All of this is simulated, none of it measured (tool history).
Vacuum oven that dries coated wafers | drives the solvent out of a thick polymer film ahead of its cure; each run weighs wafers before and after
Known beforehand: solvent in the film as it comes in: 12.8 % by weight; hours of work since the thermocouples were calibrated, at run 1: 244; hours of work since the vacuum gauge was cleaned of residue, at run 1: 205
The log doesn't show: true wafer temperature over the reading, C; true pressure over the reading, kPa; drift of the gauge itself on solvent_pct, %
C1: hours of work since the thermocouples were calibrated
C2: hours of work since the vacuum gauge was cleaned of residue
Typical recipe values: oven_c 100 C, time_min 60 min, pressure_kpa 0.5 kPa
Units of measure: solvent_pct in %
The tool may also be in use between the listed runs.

Run 1, hour 0: usual settings; C1 244; C2 205. Result: solvent_pct 1.01 %.
Run 2, hour 19.1: usual settings but time_min 94 min; C1 254; C2 215. Result: solvent_pct 0.53 %.
Run 3, hour 32.2: usual settings; C1 261; C2 222. Result: solvent_pct 1.03 %.
Run 4, hour 56.9: usual settings; C1 274; C2 235. Result: solvent_pct 1 %.
Run 5, hour 69.8: usual settings; C1 281; C2 242. Result: solvent_pct 1 %.
Run 6, hour 96: usual settings but time_min 52 min; C1 295; C2 256. Result: solvent_pct 1.28 %.
Run 7, hour 112.7: usual settings but time_min 52 min; C1 304; C2 265. Result: solvent_pct 1.31 %.
Run 8, hour 137.1: usual settings but time_min 52 min; C1 317; C2 278. Result: solvent_pct 1.34 %.
Run 9, hour 148.7: usual settings but oven_c 111 C, time_min 52 min; C1 323; C2 284. Result: solvent_pct 0.53 %.
Run 10, hour 160.8: usual settings but oven_c 111 C, time_min 52 min; C1 330; C2 291. Result: solvent_pct 0.51 %.
Run 11, hour 181.8: usual settings but oven_c 113 C; C1 341; C2 302. Result: solvent_pct 0.34 %.
Run 12, hour 199.3: usual settings but oven_c 113 C; C1 350; C2 311. Result: solvent_pct 0.35 %.
Run 13, hour 221.4: usual settings but time_min 64 min; C1 362; C2 323. Result: solvent_pct 0.91 %.
Run 14, hour 239.1: usual settings but time_min 64 min; C1 372; C2 332. Result: solvent_pct 0.98 %.
Run 15, hour 255: usual settings but time_min 53 min; C1 380; C2 341. Result: solvent_pct 1.29 %.
Run 16, hour 277.5: usual settings but time_min 53 min; C1 392; C2 353. Result: solvent_pct 1.28 %.
Run 17, hour 295.4: usual settings but time_min 53 min; C1 402; C2 362. Result: solvent_pct 1.28 %.
Run 18, hour 322.1: usual settings; C1 416; C2 377. Result: solvent_pct 1.05 %.
Run 19, hour 346.7: usual settings; C1 429; C2 390. Result: solvent_pct 1.04 %.
Run 20, hour 372: usual settings but pressure_kpa 0.819 kPa; C1 443; C2 403. Result: solvent_pct 1.25 %.
Run 21, hour 391.2: usual settings but pressure_kpa 0.819 kPa; C1 453; C2 414. Result: solvent_pct 1.28 %.
Run 22, hour 411.6: usual settings but pressure_kpa 0.819 kPa; C1 464; C2 425. Result: solvent_pct 1.32 %.
Run 23, hour 425: usual settings but pressure_kpa 0.819 kPa; C1 471; C2 432. Result: solvent_pct 1.28 %.
Run 24, hour 437.2: usual settings but oven_c 93 C; C1 477; C2 438. Result: solvent_pct 1.81 %.
Run 25, hour 455.9: usual settings but oven_c 88 C, time_min 42 min, pressure_kpa 0.386 kPa; C1 487; C2 448. Result: solvent_pct 3.6 %.
Run 26, hour 480.9: usual settings but oven_c 96 C, time_min 57 min, pressure_kpa 0.391 kPa; C1 501; C2 462. Result: solvent_pct 1.51 %.
Run 27, hour 504.8: usual settings but oven_c 96 C, time_min 57 min, pressure_kpa 0.391 kPa; C1 514; C2 474. Result: solvent_pct 1.49 %.
Run 28, hour 527.4: usual settings but oven_c 96 C, time_min 57 min, pressure_kpa 0.391 kPa; C1 526; C2 486. Result: solvent_pct 1.51 %.
Run 29, hour 538.9: usual settings but oven_c 96 C, time_min 57 min, pressure_kpa 0.391 kPa; C1 532; C2 493. Result: solvent_pct 1.5 %.

Run 30 is up next; what results do you expect?
Run 30, hour 562: usual settings but oven_c 91 C, time_min 46 min, pressure_kpa 0.388 kPa; C1 544; C2 505. Result: solvent_pct ?.

solvent_pct: 2.82 %
With the hidden condition absent and the run-to-run variation left alone, this run would have shown solvent_pct 2.6 %.
